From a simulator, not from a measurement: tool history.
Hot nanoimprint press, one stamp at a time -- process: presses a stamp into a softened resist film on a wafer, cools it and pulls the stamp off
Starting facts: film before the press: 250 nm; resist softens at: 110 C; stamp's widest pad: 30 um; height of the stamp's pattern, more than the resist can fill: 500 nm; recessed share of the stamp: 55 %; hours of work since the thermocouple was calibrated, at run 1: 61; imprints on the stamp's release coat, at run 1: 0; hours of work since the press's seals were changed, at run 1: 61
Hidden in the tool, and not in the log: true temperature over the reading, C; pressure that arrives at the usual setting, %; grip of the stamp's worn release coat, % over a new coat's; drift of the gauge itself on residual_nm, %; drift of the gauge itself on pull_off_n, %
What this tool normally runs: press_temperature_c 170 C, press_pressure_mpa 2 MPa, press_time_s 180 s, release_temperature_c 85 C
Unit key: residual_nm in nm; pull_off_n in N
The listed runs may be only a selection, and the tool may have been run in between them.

| run | hour | press_temperature_c | press_pressure_mpa | press_time_s | release_temperature_c | hours of work since the thermocouple was calibrated | imprints on the stamp's release coat | hours of work since the press's seals were changed | residual_nm | pull_off_n |
|---|---|---|---|---|---|---|---|---|---|---|
| 1 | 0 | 170 | 2 | 180 | 85 | 61 | 0 | 61 | 146.6 | 174 |
| 2 | 34.3 | 170 | 2 | 180 | 85 | 88 | 217 | 88 | 148 | 195 |
| 3 | 56.6 | 170 | 2 | 180 | 85 | 106 | 359 | 106 | 147.9 | 204 |
| 4 | 102.8 | 170 | 2 | 180 | 85 | 143 | 651 | 143 | 147.3 | 223 |
| 5 | 130.6 | 170 | 2 | 180 | 89 | 165 | 827 | 165 | 151.4 | 213 |
| 6 | 165.7 | 170 | 2 | 180 | 89 | 193 | 1050 | 193 | 151.8 | 225 |
| 7 | 212.4 | 170 | 2 | 180 | 89 | 230 | 1346 | 230 | 153.8 | 246 |
| 8 | 241.5 | 170 | 2 | 180 | 89 | 253 | 1530 | 253 | 152.2 | 249 |
|  | 290.8 | stamp cleaned and given a new release coat |
| 9 | 291.2 | 166 | 2 | 180 | 85 | 288 | 2 | 288 | 181.1 | 178 |
|  | 309.3 | plate thermocouple calibrated |
| 10 | 338.8 | 166 | 2 | 311 | 85 | 23 | 284 | 323 | 152.6 | 199 |
| 11 | 369 | 175 | 2 | 311 | 77 | 47 | 476 | 347 | 94.1 | 236 |
| 12 | 398 | 175 | 1.58 | 311 | 77 | 70 | 660 | 370 | 108 | 250 |
| 13 | 449.1 | 170 | 2.52 | 96 | 85 | 111 | 984 | 411 | 167.1 | 231 |
| 14 | 488.6 | 170 | 2.52 | 96 | 85 | 142 | 1234 | 442 | 165.8 | 250 |
| 15 | 528.9 | 179 | 2.52 | 96 | 73 | 175 | 1490 | 474 | 111.1 | 323 |

Branching from run 15: 5 alternative next runs. What would each branch give?
| A | 558.5 | 179 | 2.51 | 214 | 82 | 198 | 1677 | 497 | ? | ? |
| B | 558.5 | 182 | 1.42 | 96 | 76 | 198 | 1677 | 497 | ? | ? |
| C | 558.5 | 167 | 1.76 | 96 | 92 | 198 | 1677 | 497 | ? | ? |
| D | 558.5 | 179 | 1.28 | 93 | 73 | 198 | 1677 | 497 | ? | ? |
| E | 558.5 | 179 | 2.52 | 96 | 83 | 198 | 1677 | 497 | ? | ? |

| run | residual_nm | pull_off_n |
|---|---|---|
| A | 81.6 | 285 |
| B | 125.6 | 325 |
| C | 207 | 237 |
| D | 147.9 | 340 |
| E | 110.8 | 291 |
With the hidden condition removed and each run's random variation left untouched, the same runs would have given:
| run | residual_nm | pull_off_n |
|---|---|---|
| A | 75.6 | 185 |
| B | 118.8 | 210 |
| C | 200 | 153 |
| D | 140.6 | 221 |
| E | 103.3 | 189 |
